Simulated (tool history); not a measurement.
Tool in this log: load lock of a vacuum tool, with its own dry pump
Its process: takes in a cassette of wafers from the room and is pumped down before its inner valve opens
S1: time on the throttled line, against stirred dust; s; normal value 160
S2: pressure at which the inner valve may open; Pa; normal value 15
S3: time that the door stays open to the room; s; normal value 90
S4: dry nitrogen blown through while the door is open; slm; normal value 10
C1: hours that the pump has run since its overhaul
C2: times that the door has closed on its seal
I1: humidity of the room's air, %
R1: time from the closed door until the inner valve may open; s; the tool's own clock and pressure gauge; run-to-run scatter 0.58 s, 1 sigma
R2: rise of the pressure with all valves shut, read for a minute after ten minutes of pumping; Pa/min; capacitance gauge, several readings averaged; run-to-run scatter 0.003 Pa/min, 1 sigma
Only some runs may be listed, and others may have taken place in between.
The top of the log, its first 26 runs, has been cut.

run,day,S1,S2,S3,S4,C1,C2,I1,R1,R2
27,90.046,199,15,35,10,14350,12232,45.7,283.5,0.064
28,92.392,113,15,35,10,14406,12355,48.1,206.9,0.072
29,96.617,160,15,90,30,14508,12578,47.6,247.5,0.066
30,101.225,98,26,90,30,14618,12821,46.8,185.6,0.066
31,106.021,142,26,90,17,14734,13073,42.2,225.3,0.073
32,108.942,142,26,90,17,14804,13227,41.7,224.9,0.071
33,111.179,142,26,90,17,14857,13345,44,225.2,0.077
34,114.996,142,26,90,17,14949,13546,45.9,224.7,0.071
35,118.25,142,26,90,17,15027,13717,46.7,225.3,0.077
36,121.775,93,11,90,10,15112,13903,46.9,193.1,0.083

Predict each of these 5 candidate next runs independently; none follows another, all start after run 36:
A,124.271,160,10,50,10,15172,14034,47.3,?,?
B,124.271,93,20,90,10,15172,14034,47,?,?
C,124.271,182,15,211,10,15172,14034,48.3,?,?
D,124.271,273,16,121,10,15172,14034,43.7,?,?
E,124.271,136,14,90,38,15172,14034,45.4,?,?

run,R1,R2
A,252.3,0.07
B,186.5,0.077
C,266.5,0.09
D,347.9,0.084
E,227.4,0.067
The same runs, with their run-to-run variation unchanged, on a tool lacking any hidden condition would have given:
run,R1,R2
A,243.4,0.012
B,177.6,0.019
C,258.4,0.031
D,340.6,0.025
E,218.6,0.009
